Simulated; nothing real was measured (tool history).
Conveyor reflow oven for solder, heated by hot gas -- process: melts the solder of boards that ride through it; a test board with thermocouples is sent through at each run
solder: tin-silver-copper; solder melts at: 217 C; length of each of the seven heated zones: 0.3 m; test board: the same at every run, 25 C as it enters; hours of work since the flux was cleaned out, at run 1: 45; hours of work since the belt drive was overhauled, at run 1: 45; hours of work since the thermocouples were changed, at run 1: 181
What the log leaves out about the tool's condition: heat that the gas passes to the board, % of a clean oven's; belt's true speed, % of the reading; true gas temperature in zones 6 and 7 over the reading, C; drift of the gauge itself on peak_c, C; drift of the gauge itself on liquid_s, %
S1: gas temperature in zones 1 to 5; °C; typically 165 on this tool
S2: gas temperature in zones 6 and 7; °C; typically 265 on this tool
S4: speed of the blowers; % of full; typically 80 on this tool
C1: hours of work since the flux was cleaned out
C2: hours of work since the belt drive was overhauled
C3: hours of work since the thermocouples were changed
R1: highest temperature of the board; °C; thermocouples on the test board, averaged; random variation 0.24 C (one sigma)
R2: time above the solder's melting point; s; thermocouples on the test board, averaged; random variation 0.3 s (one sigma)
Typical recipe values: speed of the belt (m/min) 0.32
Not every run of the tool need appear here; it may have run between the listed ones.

{"run": 1, "day": 0.0, "S1": 165, "S2": 265, "speed of the belt (m/min)": 0.32, "S4": 80, "C1": 45, "C2": 45, "C3": 181, "R1": 252.5, "R2": 82.2}
{"run": 2, "day": 3.771, "S1": 165, "S2": 280, "speed of the belt (m/min)": 0.32, "S4": 80, "C1": 88, "C2": 88, "C3": 224, "R1": 266.1, "R2": 92.9}
{"run": 3, "day": 6.729, "S1": 165, "S2": 280, "speed of the belt (m/min)": 0.32, "S4": 80, "C1": 122, "C2": 122, "C3": 258, "R1": 265.6, "R2": 93.3}
{"run": 4, "day": 8.796, "S1": 165, "S2": 265, "speed of the belt (m/min)": 0.32, "S4": 80, "C1": 146, "C2": 146, "C3": 281, "R1": 251.8, "R2": 81.4}
{"run": 5, "day": 11.092, "S1": 160, "S2": 265, "speed of the belt (m/min)": 0.32, "S4": 80, "C1": 172, "C2": 172, "C3": 308, "R1": 250.5, "R2": 78.3}
{"run": 6, "day": 13.454, "S1": 160, "S2": 265, "speed of the belt (m/min)": 0.32, "S4": 80, "C1": 199, "C2": 199, "C3": 335, "R1": 250.3, "R2": 76.9}
{"run": 7, "day": 16.988, "S1": 160, "S2": 265, "speed of the belt (m/min)": 0.292, "S4": 80, "C1": 239, "C2": 239, "C3": 375, "R1": 253.3, "R2": 88.1}
{"run": 8, "day": 20.95, "S1": 160, "S2": 265, "speed of the belt (m/min)": 0.292, "S4": 80, "C1": 284, "C2": 284, "C3": 420, "R1": 252.3, "R2": 88.9}
{"run": 9, "day": 24.479, "S1": 160, "S2": 265, "speed of the belt (m/min)": 0.292, "S4": 80, "C1": 325, "C2": 325, "C3": 460, "R1": 252.2, "R2": 88.2}
{"run": 10, "day": 28.383, "S1": 165, "S2": 265, "speed of the belt (m/min)": 0.32, "S4": 58, "C1": 369, "C2": 369, "C3": 505, "R1": 246.7, "R2": 73.5}
{"run": 11, "day": 30.412, "S1": 165, "S2": 279, "speed of the belt (m/min)": 0.32, "S4": 80, "C1": 393, "C2": 393, "C3": 528, "R1": 262.1, "R2": 90.8}
{"day": 33.1, "done": "flux residue cleaned out of gas plates and filters"}
{"run": 12, "day": 33.1, "S1": 166, "S2": 279, "speed of the belt (m/min)": 0.32, "S4": 80, "C1": 0, "C2": 421, "C3": 557, "R1": 259.3, "R2": 87.4}
{"run": 13, "day": 36.217, "S1": 166, "S2": 279, "speed of the belt (m/min)": 0.32, "S4": 86, "C1": 36, "C2": 456, "C3": 592, "R1": 259.8, "R2": 88.1}
{"run": 14, "day": 38.029, "S1": 166, "S2": 279, "speed of the belt (m/min)": 0.32, "S4": 86, "C1": 56, "C2": 477, "C3": 613, "R1": 259.5, "R2": 87.7}
{"day": 38.683, "done": "thermocouples of zones 6 and 7 changed"}
{"run": 15, "day": 40.371, "S1": 165, "S2": 265, "speed of the belt (m/min)": 0.351, "S4": 80, "C1": 82, "C2": 503, "C3": 19, "R1": 243.8, "R2": 62.2}
{"day": 42.05, "done": "flux residue cleaned out of gas plates and filters, once more"}
{"run": 16, "day": 42.583, "S1": 168, "S2": 261, "speed of the belt (m/min)": 0.286, "S4": 64, "C1": 6, "C2": 526, "C3": 42, "R1": 250.8, "R2": 92.9}
{"run": 17, "day": 45.421, "S1": 159, "S2": 280, "speed of the belt (m/min)": 0.345, "S4": 72, "C1": 39, "C2": 558, "C3": 75, "R1": 262.2, "R2": 82.4}

Predict the results of run 18:
{"run": 18, "day": 47.996, "S1": 168, "S2": 274, "speed of the belt (m/min)": 0.32, "S4": 80, "C1": 68, "C2": 588, "C3": 104, "R1": "?", "R2": "?"}

Logged for run 18: R1 261.1 °C, R2 92 s.
Were there no unlogged condition in the tool, this run, its random variation unchanged, would have produced R1 261.6 °C, R2 91.6 s.

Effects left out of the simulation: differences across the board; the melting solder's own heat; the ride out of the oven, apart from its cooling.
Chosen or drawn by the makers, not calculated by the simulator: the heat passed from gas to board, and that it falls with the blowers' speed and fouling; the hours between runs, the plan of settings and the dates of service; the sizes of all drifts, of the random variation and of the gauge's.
